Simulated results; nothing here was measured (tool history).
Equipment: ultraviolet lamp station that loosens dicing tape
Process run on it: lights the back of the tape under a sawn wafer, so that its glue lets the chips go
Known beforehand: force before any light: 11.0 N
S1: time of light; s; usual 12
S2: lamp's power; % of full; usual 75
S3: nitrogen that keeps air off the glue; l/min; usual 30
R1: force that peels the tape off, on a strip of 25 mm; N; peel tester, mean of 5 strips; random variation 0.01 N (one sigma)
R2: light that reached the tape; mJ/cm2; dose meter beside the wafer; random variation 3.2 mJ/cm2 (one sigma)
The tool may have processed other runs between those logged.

| run | hour | S1 | S2 | S3 | R1 | R2 |
|---|---|---|---|---|---|---|
| 1 | 0 | 12 | 75 | 30 | 0.642 | 406 |
| 2 | 25.5 | 12 | 75 | 30 | 0.667 | 404 |
| 3 | 73.7 | 12 | 88 | 30 | 0.493 | 458 |
| 4 | 108.9 | 12 | 88 | 30 | 0.499 | 460 |
| 5 | 143.6 | 12 | 88 | 30 | 0.502 | 451 |
|  | 187.6 | window cleaned of glue's vapour |
| 6 | 187.6 | 12 | 88 | 30 | 0.355 | 547 |
| 7 | 221.1 | 12 | 88 | 30 | 0.379 | 534 |
| 8 | 252.7 | 12 | 88 | 30 | 0.393 | 539 |
| 9 | 283.5 | 12 | 88 | 30 | 0.378 | 530 |
| 10 | 334.2 | 12 | 75 | 30 | 0.514 | 449 |
| 11 | 378.7 | 12 | 75 | 30 | 0.549 | 437 |
| 12 | 406.7 | 19 | 75 | 30 | 0.251 | 687 |
| 13 | 457.8 | 12 | 75 | 30 | 0.6 | 427 |
| 14 | 511.9 | 9 | 75 | 30 | 1.162 | 312 |
| 15 | 552.7 | 12 | 75 | 30 | 0.65 | 418 |
| 16 | 605.4 | 12 | 75 | 30 | 0.673 | 405 |
| 17 | 654.6 | 12 | 75 | 30 | 0.696 | 394 |
| 18 | 677.8 | 12 | 75 | 30 | 0.701 | 393 |
| 19 | 711.2 | 12 | 75 | 30 | 0.731 | 394 |
| 20 | 756.5 | 12 | 75 | 30 | 0.759 | 387 |
| 21 | 795.6 | 12 | 75 | 30 | 0.733 | 382 |
| 22 | 842.3 | 12 | 81 | 16 | 1.105 | 403 |
| 23 | 867.3 | 18 | 75 | 25 | 0.381 | 559 |
| 24 | 889.9 | 9 | 69 | 30 | 1.679 | 258 |
| 25 | 915.9 | 21 | 89 | 26 | 0.25 | 763 |
| 26 | 958 | 12 | 75 | 50 | 0.617 | 362 |
| 27 | 998.2 | 13 | 63 | 30 | 1.069 | 323 |
| 28 | 1052.4 | 13 | 61 | 30 | 1.161 | 307 |
| 29 | 1088 | 8 | 61 | 59 | 2.02 | 187 |
|  | 1095.2 | window cleaned of glue's vapour |
| 30 | 1129.9 | 9 | 88 | 23 | 0.988 | 370 |
| 31 | 1178.7 | 8 | 74 | 59 | 1.019 | 271 |
| 32 | 1231.8 | 9 | 76 | 20 | 1.583 | 310 |
| 33 | 1278.7 | 9 | 76 | 20 | 1.673 | 306 |
| 34 | 1323.6 | 18 | 75 | 10 | 0.748 | 588 |
| 35 | 1347.2 | 21 | 93 | 27 | 0.217 | 849 |
| 36 | 1401.3 | 21 | 93 | 27 | 0.227 | 831 |
| 37 | 1429.3 | 9 | 93 | 21 | 1.2 | 352 |
| 38 | 1465.6 | 10 | 75 | 49 | 0.87 | 312 |
| 39 | 1496.1 | 10 | 75 | 49 | 0.869 | 310 |
| 40 | 1545 | 10 | 75 | 49 | 0.886 | 305 |
| 41 | 1568.5 | 16 | 79 | 13 | 0.8 | 506 |
| 42 | 1598.1 | 10 | 75 | 30 | 1.281 | 300 |

Below are 5 alternative next runs, each starting from the tool's condition after run 42. Predict each:
| A | 1639.3 | 12 | 79 | 30 | ? | ? |
| B | 1639.3 | 6 | 99 | 53 | ? | ? |
| C | 1639.3 | 7 | 82 | 30 | ? | ? |
| D | 1639.3 | 10 | 75 | 26 | ? | ? |
| E | 1639.3 | 20 | 88 | 30 | ? | ? |

| run | R1 | R2 |
|---|---|---|
| A | 0.811 | 372 |
| B | 1.447 | 236 |
| C | 2.151 | 225 |
| D | 1.432 | 295 |
| E | 0.259 | 694 |
The same runs, with their run-to-run variation unchanged, on a tool lacking any hidden condition would have given:
| run | R1 | R2 |
|---|---|---|
| A | 0.392 | 522 |
| B | 0.722 | 330 |
| C | 1.167 | 316 |
| D | 0.713 | 414 |
| E | 0.212 | 974 |
